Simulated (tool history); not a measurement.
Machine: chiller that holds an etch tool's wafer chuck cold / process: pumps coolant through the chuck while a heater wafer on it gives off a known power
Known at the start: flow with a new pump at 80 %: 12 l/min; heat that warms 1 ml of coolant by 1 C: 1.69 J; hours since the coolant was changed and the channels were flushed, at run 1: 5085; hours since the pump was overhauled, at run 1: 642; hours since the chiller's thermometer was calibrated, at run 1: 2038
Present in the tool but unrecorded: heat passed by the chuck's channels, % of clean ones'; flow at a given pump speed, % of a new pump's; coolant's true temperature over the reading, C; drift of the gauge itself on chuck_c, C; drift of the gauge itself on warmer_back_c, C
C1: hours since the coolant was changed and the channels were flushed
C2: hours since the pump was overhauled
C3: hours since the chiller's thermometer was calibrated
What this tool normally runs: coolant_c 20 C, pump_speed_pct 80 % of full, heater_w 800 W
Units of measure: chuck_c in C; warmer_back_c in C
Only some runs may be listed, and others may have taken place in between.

run 1 day=0 | coolant_c=20 pump_speed_pct=80 heater_w=800 | C1=5085 C2=642 C3=2038 | chuck_c=31.31 warmer_back_c=2.4
run 2 day=2.912 | coolant_c=20 pump_speed_pct=80 heater_w=800 | C1=5155 C2=711 C3=2108 | chuck_c=31.47 warmer_back_c=2.38
run 3 day=6.875 | coolant_c=23 pump_speed_pct=80 heater_w=800 | C1=5250 C2=807 C3=2203 | chuck_c=34.34 warmer_back_c=2.38
run 4 day=10.438 | coolant_c=20 pump_speed_pct=63 heater_w=800 | C1=5335 C2=892 C3=2289 | chuck_c=33.07 warmer_back_c=3.15
run 5 day=14.279 | coolant_c=20 pump_speed_pct=63 heater_w=800 | C1=5428 C2=984 C3=2381 | chuck_c=33.01 warmer_back_c=3.12
run 6 day=16.567 | coolant_c=20 pump_speed_pct=63 heater_w=800 | C1=5483 C2=1039 C3=2436 | chuck_c=33.13 warmer_back_c=3.13
run 7 day=18.283 | coolant_c=20 pump_speed_pct=63 heater_w=800 | C1=5524 C2=1080 C3=2477 | chuck_c=33.19 warmer_back_c=3.13
run 8 day=21.533 | coolant_c=20 pump_speed_pct=63 heater_w=800 | C1=5602 C2=1158 C3=2555 | chuck_c=33.15 warmer_back_c=3.13
run 9 day=24.325 | coolant_c=20 pump_speed_pct=63 heater_w=800 | C1=5669 C2=1225 C3=2622 | chuck_c=33.26 warmer_back_c=3.13
run 10 day=27.925 | coolant_c=20 pump_speed_pct=80 heater_w=800 | C1=5755 C2=1312 C3=2708 | chuck_c=31.56 warmer_back_c=2.41
run 11 day=31.038 | coolant_c=20 pump_speed_pct=80 heater_w=800 | C1=5830 C2=1387 C3=2783 | chuck_c=31.54 warmer_back_c=2.42
run 12 day=34.179 | coolant_c=20 pump_speed_pct=80 heater_w=800 | C1=5905 C2=1462 C3=2858 | chuck_c=31.56 warmer_back_c=2.42
-- day=37.258 coolant changed, channels flushed
run 13 day=37.404 | coolant_c=20 pump_speed_pct=80 heater_w=1039 | C1=3 C2=1533 C3=2930 | chuck_c=32.74 warmer_back_c=3.14
-- day=39.383 chiller's thermometer calibrated
run 14 day=40.221 | coolant_c=20 pump_speed_pct=80 heater_w=800 | C1=70 C2=1600 C3=20 | chuck_c=29.73 warmer_back_c=2.41
run 15 day=42.454 | coolant_c=20 pump_speed_pct=80 heater_w=800 | C1=124 C2=1653 C3=74 | chuck_c=29.88 warmer_back_c=2.4
run 16 day=45.658 | coolant_c=20 pump_speed_pct=80 heater_w=800 | C1=201 C2=1730 C3=151 | chuck_c=30.02 warmer_back_c=2.41

What does the tool deliver on the next run?
run 17 day=49.296 | coolant_c=20 pump_speed_pct=80 heater_w=800 | C1=288 C2=1818 C3=238 | chuck_c=? warmer_back_c=?

Run 17 measured chuck_c 29.74 C, warmer_back_c 2.44 C.
Without the tool's hidden state the same run would have given chuck_c 29.41 C, warmer_back_c 2.38 C.
